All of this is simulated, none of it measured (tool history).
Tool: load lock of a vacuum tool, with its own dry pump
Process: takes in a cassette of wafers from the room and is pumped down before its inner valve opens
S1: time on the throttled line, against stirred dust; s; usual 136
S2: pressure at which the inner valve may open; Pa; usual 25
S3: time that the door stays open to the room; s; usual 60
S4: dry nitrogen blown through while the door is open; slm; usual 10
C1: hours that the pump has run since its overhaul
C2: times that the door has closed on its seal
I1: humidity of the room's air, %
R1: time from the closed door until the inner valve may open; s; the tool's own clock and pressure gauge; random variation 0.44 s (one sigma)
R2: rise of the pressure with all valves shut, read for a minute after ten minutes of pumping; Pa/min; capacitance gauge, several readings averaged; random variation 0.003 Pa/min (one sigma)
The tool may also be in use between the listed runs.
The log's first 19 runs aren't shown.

run 20 hour=3841.8 | S1=114 S2=42 S3=41 S4=15 | C1=3017 C2=22345 | I1=44.7 | R1=151.5 R2=0.035
run 21 hour=4021.7 | S1=102 S2=25 S3=60 S4=7 | C1=3197 C2=22655 | I1=45.9 | R1=143.9 R2=0.062
run 22 hour=4200.7 | S1=102 S2=25 S3=60 S4=7 | C1=3376 C2=22964 | I1=44.6 | R1=144.4 R2=0.059
run 23 hour=4500.1 | S1=103 S2=25 S3=106 S4=17 | C1=3676 C2=23481 | I1=42.2 | R1=144.8 R2=0.057
run 24 hour=4687.1 | S1=258 S2=22 S3=132 S4=12 | C1=3863 C2=23803 | I1=44.8 | R1=283.7 R2=0.084
run 25 hour=4999.2 | S1=258 S2=31 S3=132 S4=12 | C1=4175 C2=24342 | I1=43.9 | R1=281.6 R2=0.080
run 26 hour=5275.7 | S1=71 S2=20 S3=138 S4=17 | C1=4451 C2=24819 | I1=47.2 | R1=117.9 R2=0.086
run 27 hour=5531.7 | S1=71 S2=20 S3=138 S4=17 | C1=4707 C2=25261 | I1=44.8 | R1=118.2 R2=0.072
run 28 hour=5833.9 | S1=71 S2=20 S3=138 S4=17 | C1=5009 C2=25782 | I1=42.5 | R1=118.4 R2=0.075
run 29 hour=5987.4 | S1=136 S2=23 S3=49 S4=10 | C1=5163 C2=26047 | I1=43.9 | R1=174.9 R2=0.044
run 30 hour=6269.2 | S1=136 S2=23 S3=49 S4=10 | C1=5445 C2=26533 | I1=43.6 | R1=174.6 R2=0.047
run 31 hour=6581.1 | S1=136 S2=23 S3=49 S4=10 | C1=5757 C2=27071 | I1=47.6 | R1=174.9 R2=0.052
-- hour=6812.9 door's seal changed, seat wiped
run 32 hour=6816.0 | S1=90 S2=20 S3=65 S4=5 | C1=5990 C2=5 | I1=44.0 | R1=135.2 R2=0.057
run 33 hour=7065.8 | S1=172 S2=25 S3=60 S4=5 | C1=6240 C2=436 | I1=40.8 | R1=205.7 R2=0.050
run 34 hour=7288.1 | S1=225 S2=24 S3=31 S4=23 | C1=6462 C2=820 | I1=47.0 | R1=252.9 R2=0.023
run 35 hour=7511.0 | S1=225 S2=24 S3=31 S4=23 | C1=6685 C2=1204 | I1=43.5 | R1=252.6 R2=0.024
run 36 hour=7782.3 | S1=107 S2=20 S3=163 S4=4 | C1=6956 C2=1673 | I1=45.1 | R1=150.5 R2=0.118

5 ways to go on from here, each from the tool as it stands after run 36. What would each give?
run A hour=8004.0 | S1=265 S2=47 S3=80 S4=10 | C1=7178 C2=2055 | I1=46.2 | R1=? R2=?
run B hour=8004.0 | S1=88 S2=25 S3=60 S4=10 | C1=7178 C2=2055 | I1=44.9 | R1=? R2=?
run C hour=8004.0 | S1=83 S2=20 S3=160 S4=5 | C1=7178 C2=2055 | I1=45.5 | R1=? R2=?
run D hour=8004.0 | S1=170 S2=41 S3=60 S4=10 | C1=7178 C2=2055 | I1=45.2 | R1=? R2=?
run E hour=8004.0 | S1=107 S2=20 S3=70 S4=25 | C1=7178 C2=2055 | I1=42.3 | R1=? R2=?

run=A R1=284.7 R2=0.061
run=B R1=132.3 R2=0.050
run=C R1=128.6 R2=0.118
run=D R1=200.5 R2=0.050
run=E R1=150.2 R2=0.037
Without the tool's hidden state the same runs would have given:
run=A R1=284.7 R2=0.061
run=B R1=132.3 R2=0.050
run=C R1=128.6 R2=0.118
run=D R1=200.5 R2=0.050
run=E R1=150.2 R2=0.037
